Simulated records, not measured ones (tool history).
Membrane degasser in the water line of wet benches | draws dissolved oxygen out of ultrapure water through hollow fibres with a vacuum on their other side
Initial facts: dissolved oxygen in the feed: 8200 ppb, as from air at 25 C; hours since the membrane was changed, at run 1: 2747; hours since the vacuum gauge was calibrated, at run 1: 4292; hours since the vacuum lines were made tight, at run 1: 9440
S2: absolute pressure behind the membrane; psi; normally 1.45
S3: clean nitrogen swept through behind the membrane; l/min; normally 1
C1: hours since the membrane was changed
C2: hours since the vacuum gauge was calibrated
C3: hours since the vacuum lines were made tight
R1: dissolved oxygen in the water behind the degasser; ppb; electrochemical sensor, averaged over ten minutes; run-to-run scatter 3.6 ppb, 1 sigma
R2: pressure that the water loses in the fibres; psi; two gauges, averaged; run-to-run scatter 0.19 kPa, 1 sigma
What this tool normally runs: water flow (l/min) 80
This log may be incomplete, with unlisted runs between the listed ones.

{"run": 1, "hour": 0.0, "water flow (l/min)": 80, "S2": 1.45, "S3": 1, "C1": 2747, "C2": 4292, "C3": 9440, "R1": 896.5, "R2": 5.768}
{"run": 2, "hour": 171.7, "water flow (l/min)": 80, "S2": 1.45, "S3": 1, "C1": 2919, "C2": 4463, "C3": 9612, "R1": 902.7, "R2": 5.733}
{"hour": 204.7, "done": "seals of the vacuum lines changed"}
{"run": 3, "hour": 253.6, "water flow (l/min)": 80, "S2": 1.45, "S3": 1, "C1": 2999, "C2": 4543, "C3": 49, "R1": 906.3, "R2": 5.713}
{"run": 4, "hour": 445.3, "water flow (l/min)": 80, "S2": 1.45, "S3": 1, "C1": 3190, "C2": 4735, "C3": 241, "R1": 906.2, "R2": 5.738}
{"run": 5, "hour": 556.0, "water flow (l/min)": 80, "S2": 1.45, "S3": 0.79, "C1": 3301, "C2": 4846, "C3": 351, "R1": 1045.4, "R2": 5.768}
{"run": 6, "hour": 673.0, "water flow (l/min)": 80, "S2": 1.45, "S3": 1, "C1": 3418, "C2": 4963, "C3": 468, "R1": 908.1, "R2": 5.704}
{"run": 7, "hour": 778.1, "water flow (l/min)": 80, "S2": 1.45, "S3": 1, "C1": 3523, "C2": 5068, "C3": 573, "R1": 907.8, "R2": 5.765}
{"run": 8, "hour": 919.8, "water flow (l/min)": 80, "S2": 1.44, "S3": 1, "C1": 3665, "C2": 5209, "C3": 715, "R1": 897.4, "R2": 5.729}
{"run": 9, "hour": 1036.9, "water flow (l/min)": 80, "S2": 1.45, "S3": 0.52, "C1": 3782, "C2": 5326, "C3": 832, "R1": 1298.8, "R2": 5.707}
{"run": 10, "hour": 1191.9, "water flow (l/min)": 80, "S2": 1.22, "S3": 1, "C1": 3937, "C2": 5482, "C3": 987, "R1": 730.2, "R2": 5.778}
{"run": 11, "hour": 1345.1, "water flow (l/min)": 80, "S2": 1.45, "S3": 1, "C1": 4090, "C2": 5635, "C3": 1140, "R1": 923.5, "R2": 5.762}
{"run": 12, "hour": 1499.0, "water flow (l/min)": 80, "S2": 1.45, "S3": 1, "C1": 4244, "C2": 5789, "C3": 1294, "R1": 920.5, "R2": 5.788}
{"run": 13, "hour": 1684.8, "water flow (l/min)": 80, "S2": 1.45, "S3": 1, "C1": 4430, "C2": 5974, "C3": 1480, "R1": 919.5, "R2": 5.777}
{"run": 14, "hour": 1821.7, "water flow (l/min)": 80, "S2": 1.45, "S3": 2.19, "C1": 4567, "C2": 6111, "C3": 1617, "R1": 547.6, "R2": 5.764}
{"run": 15, "hour": 1898.9, "water flow (l/min)": 71, "S2": 1.45, "S3": 2.19, "C1": 4644, "C2": 6189, "C3": 1694, "R1": 492.1, "R2": 5.133}
{"run": 16, "hour": 2041.4, "water flow (l/min)": 80, "S2": 1.45, "S3": 0.4, "C1": 4786, "C2": 6331, "C3": 1837, "R1": 1496.3, "R2": 5.832}
{"hour": 2049.8, "done": "vacuum gauge calibrated"}
{"run": 17, "hour": 2182.8, "water flow (l/min)": 80, "S2": 1.49, "S3": 0.77, "C1": 4927, "C2": 133, "C3": 1978, "R1": 1132, "R2": 5.828}
{"run": 18, "hour": 2315.1, "water flow (l/min)": 80, "S2": 1.49, "S3": 0.77, "C1": 5060, "C2": 265, "C3": 2110, "R1": 1132.7, "R2": 5.809}
{"run": 19, "hour": 2442.7, "water flow (l/min)": 101, "S2": 1.9, "S3": 1, "C1": 5187, "C2": 393, "C3": 2237, "R1": 1482.3, "R2": 7.398}
{"run": 20, "hour": 2552.2, "water flow (l/min)": 102, "S2": 1.45, "S3": 1, "C1": 5297, "C2": 502, "C3": 2347, "R1": 1120.1, "R2": 7.361}
{"run": 21, "hour": 2657.0, "water flow (l/min)": 102, "S2": 1.45, "S3": 1, "C1": 5402, "C2": 607, "C3": 2452, "R1": 1115.6, "R2": 7.416}
{"run": 22, "hour": 2831.9, "water flow (l/min)": 119, "S2": 3.16, "S3": 0.83, "C1": 5576, "C2": 782, "C3": 2627, "R1": 2910.5, "R2": 8.651}
{"hour": 2954.2, "done": "vacuum gauge calibrated, once more"}
{"run": 23, "hour": 3020.1, "water flow (l/min)": 119, "S2": 3.16, "S3": 0.83, "C1": 5764, "C2": 66, "C3": 2814, "R1": 2842, "R2": 8.673}
{"run": 24, "hour": 3153.9, "water flow (l/min)": 80, "S2": 1.45, "S3": 2.69, "C1": 5898, "C2": 200, "C3": 2948, "R1": 457.1, "R2": 5.852}
{"run": 25, "hour": 3342.5, "water flow (l/min)": 68, "S2": 1.45, "S3": 1.5, "C1": 6086, "C2": 388, "C3": 3137, "R1": 596.8, "R2": 4.998}
{"run": 26, "hour": 3513.0, "water flow (l/min)": 105, "S2": 1.93, "S3": 1.05, "C1": 6257, "C2": 559, "C3": 3307, "R1": 1450.9, "R2": 7.651}
{"run": 27, "hour": 3596.1, "water flow (l/min)": 80, "S2": 1.45, "S3": 0.54, "C1": 6340, "C2": 642, "C3": 3390, "R1": 1240.7, "R2": 5.886}
{"run": 28, "hour": 3732.7, "water flow (l/min)": 88, "S2": 1.22, "S3": 0.58, "C1": 6477, "C2": 778, "C3": 3527, "R1": 1011.7, "R2": 6.406}
{"run": 29, "hour": 3920.1, "water flow (l/min)": 77, "S2": 2.89, "S3": 1, "C1": 6664, "C2": 966, "C3": 3714, "R1": 1868.1, "R2": 5.646}
{"run": 30, "hour": 4083.9, "water flow (l/min)": 80, "S2": 1.45, "S3": 1.79, "C1": 6828, "C2": 1130, "C3": 3878, "R1": 617.7, "R2": 5.89}
{"run": 31, "hour": 4267.0, "water flow (l/min)": 80, "S2": 1.45, "S3": 2.03, "C1": 7011, "C2": 1313, "C3": 4061, "R1": 563, "R2": 5.913}

Below, some changes in R1 between adjacent runs. For each, the amount present without the hidden state too (settings, incoming material, random variation) and the amount remaining for the hidden state with gauge scatter not shared by both compared results:
What the log doesn't record here: membrane still open, %; true pressure behind the membrane over the reading, kPa; air that leaks in behind the membrane, l/min; drift of the gauge itself on oxygen_ppb, %; drift of the gauge itself on loss_of_pressure_kpa, %.
Run 13 -> 14: S3 1 -> 2.19. R1 -371.9 ppb: hidden state -13.8, all else -358.1.
Run 15 -> 16: water flow (l/min) 71 -> 80, S3 2.19 -> 0.4. R1 +1004.2 ppb: hidden state +42.6, all else +961.6.
Run 21 -> 22: water flow (l/min) 102 -> 119, S2 1.45 -> 3.16, S3 1 -> 0.83. R1 +1794.9 ppb: hidden state -12.4, all else +1807.3.
Run 22 -> 23: vacuum gauge calibrated, once more. R1 -68.5 ppb: hidden state -57.8, all else -10.7.
Run 23 -> 24: water flow (l/min) 119 -> 80, S2 3.16 -> 1.45, S3 0.83 -> 2.69. R1 -2384.9 ppb: hidden state +3, all else -2387.9.
Run 29 -> 30: water flow (l/min) 77 -> 80, S2 2.89 -> 1.45, S3 1 -> 1.79. R1 -1250.4 ppb: hidden state +5.3, all else -1255.7.
